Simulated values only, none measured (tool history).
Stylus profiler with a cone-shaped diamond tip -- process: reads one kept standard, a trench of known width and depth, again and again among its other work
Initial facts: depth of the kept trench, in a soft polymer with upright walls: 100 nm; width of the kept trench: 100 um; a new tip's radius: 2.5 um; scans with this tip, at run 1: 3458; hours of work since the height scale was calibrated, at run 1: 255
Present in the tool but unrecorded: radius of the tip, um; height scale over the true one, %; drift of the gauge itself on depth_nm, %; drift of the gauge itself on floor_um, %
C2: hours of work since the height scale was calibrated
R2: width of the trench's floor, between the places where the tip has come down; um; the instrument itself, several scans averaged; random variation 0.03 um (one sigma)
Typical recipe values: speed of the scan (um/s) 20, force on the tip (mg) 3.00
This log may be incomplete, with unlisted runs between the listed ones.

run 1 day=0.000 | speed_of_the_scan_(um/s)=20 force_on_the_tip_(mg)=3.00 | scans_with_this_tip=3458 C2=255 | depth_of_the_trench_(Å)=1020.0 R2=98.37
run 2 day=1.929 | speed_of_the_scan_(um/s)=20 force_on_the_tip_(mg)=3.00 | scans_with_this_tip=3946 C2=290 | depth_of_the_trench_(Å)=1020.1 R2=98.25
run 3 day=5.846 | speed_of_the_scan_(um/s)=68 force_on_the_tip_(mg)=3.00 | scans_with_this_tip=4939 C2=364 | depth_of_the_trench_(Å)=1021.0 R2=98.04
run 4 day=8.354 | speed_of_the_scan_(um/s)=20 force_on_the_tip_(mg)=3.00 | scans_with_this_tip=5574 C2=410 | depth_of_the_trench_(Å)=1020.7 R2=98.22
run 5 day=10.712 | speed_of_the_scan_(um/s)=20 force_on_the_tip_(mg)=3.00 | scans_with_this_tip=6172 C2=454 | depth_of_the_trench_(Å)=1020.5 R2=98.17
-- day=11.058 height scale calibrated on a step standard
run 6 day=13.338 | speed_of_the_scan_(um/s)=20 force_on_the_tip_(mg)=3.00 | scans_with_this_tip=6831 C2=42 | depth_of_the_trench_(Å)=1022.4 R2=98.12

Run 7 is up next; what results do you expect?
run 7 day=15.983 | speed_of_the_scan_(um/s)=11 force_on_the_tip_(mg)=3.59 | scans_with_this_tip=7501 C2=92 | depth_of_the_trench_(Å)=? R2=?

For run 7 the tool returned depth of the trench (Å) 1024.8, R2 98.17 um.
With the hidden condition absent and the run-to-run variation left alone, this run would have shown depth of the trench (Å) 1021.7, R2 98.59 um.

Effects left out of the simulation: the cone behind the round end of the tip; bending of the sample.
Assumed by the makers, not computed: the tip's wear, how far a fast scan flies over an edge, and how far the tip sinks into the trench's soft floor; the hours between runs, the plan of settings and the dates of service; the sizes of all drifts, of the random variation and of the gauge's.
